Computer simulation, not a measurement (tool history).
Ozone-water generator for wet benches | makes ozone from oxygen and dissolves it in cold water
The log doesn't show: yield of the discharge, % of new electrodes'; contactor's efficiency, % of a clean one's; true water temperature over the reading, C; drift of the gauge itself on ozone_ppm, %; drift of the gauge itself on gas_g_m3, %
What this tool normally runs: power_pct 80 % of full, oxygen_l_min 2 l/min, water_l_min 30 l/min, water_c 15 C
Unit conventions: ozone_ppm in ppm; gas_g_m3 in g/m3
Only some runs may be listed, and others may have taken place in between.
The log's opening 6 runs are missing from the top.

run      day  power_pct  oxygen_l_min  water_l_min  water_c  hours of work since the electrodes were changed  hours of work since the contactor was cleaned  hours of work since the thermometer was calibrated  ozone_ppm  gas_g_m3
  7   24.725         80             2           30       15                                             3997                                            353                                                1799        8.5     178.2
  8   27.421         80             2           30       18                                             4041                                            397                                                1843        8.4     177.4
  9   30.908         80           1.5           30       15                                             4099                                            454                                                1900        7.6     204.1
 10   35.588         80           1.5           30       15                                             4176                                            531                                                1977        7.6     202.8
 11   40.925         58             2           30       15                                             4263                                            619                                                2065        6.7     138.4
 12   44.896         58             2           30       15                                             4329                                            684                                                2130        6.7     140.5
 13   48.829         58             2           30       15                                             4393                                            749                                                2195        6.7     138.7
      49.254  -- water thermometer calibrated
 14   53.454         58             2           30       15                                             4469                                            825                                                  69        6.6     138.7
 15   59.233         64             2           30       15                                             4564                                            920                                                 164          7     149.2
 16   61.688         80             2           30       15                                             4604                                            960                                                 204        8.1     173.2
 17   65.592         80             2           30       15                                             4669                                           1024                                                 269        8.3     172.5
 18   69.396         80             2           30       15                                             4731                                           1087                                                 331        8.3     174.3
      69.738  -- water thermometer calibrated, once more
 19   71.896         80             2           30       15                                             4772                                           1128                                                  36        8.1     171.3
 20   76.754         80             2           30       15                                             4852                                           1208                                                 115        8.1     173.3
 21   82.371         80             2           30       15                                             4944                                           1300                                                 208        8.1       172
 22   85.692         97          1.48           30        9                                             4999                                           1354                                                 262        8.4     226.1
 23   90.258         97          1.48           30       12                                             5074                                           1430                                                 337        8.5     225.5
 24   94.338         97          1.48           30       12                                             5141                                           1497                                                 404        8.2     225.8
 25     96.8         80          1.44           35       23                                             5181                                           1537                                                 445        5.8     200.9
 26  101.521         97          2.83           21       21                                             5259                                           1615                                                 523       13.4     161.2
 27  105.075         97          1.35           30       21                                             5317                                           1673                                                 581        7.8     232.7
 28  110.596         80          1.41           47       11                                             5408                                           1764                                                 672        4.4     199.4
 29  114.533         80          1.41           47       11                                             5473                                           1829                                                 737        4.4     199.2
 30  119.583         98          1.09           47       11                                             5556                                           1912                                                 820        4.4     258.6
 31  122.217         98          1.09           47       11                                             5599                                           1955                                                 863        4.4     258.9

Estimate the outcome of run 32 from the log above:
 32  125.717         93             2           30       15                                             5657                                           2013                                                 920          ?         ?

{"run 32": {"ozone_ppm": 8.7, "gas_g_m3": 184.9}}
Were there no unlogged condition in the tool, this run, its random variation unchanged, would have produced ozone_ppm 11.4 ppm, gas_g_m3 236.6 g/m3.
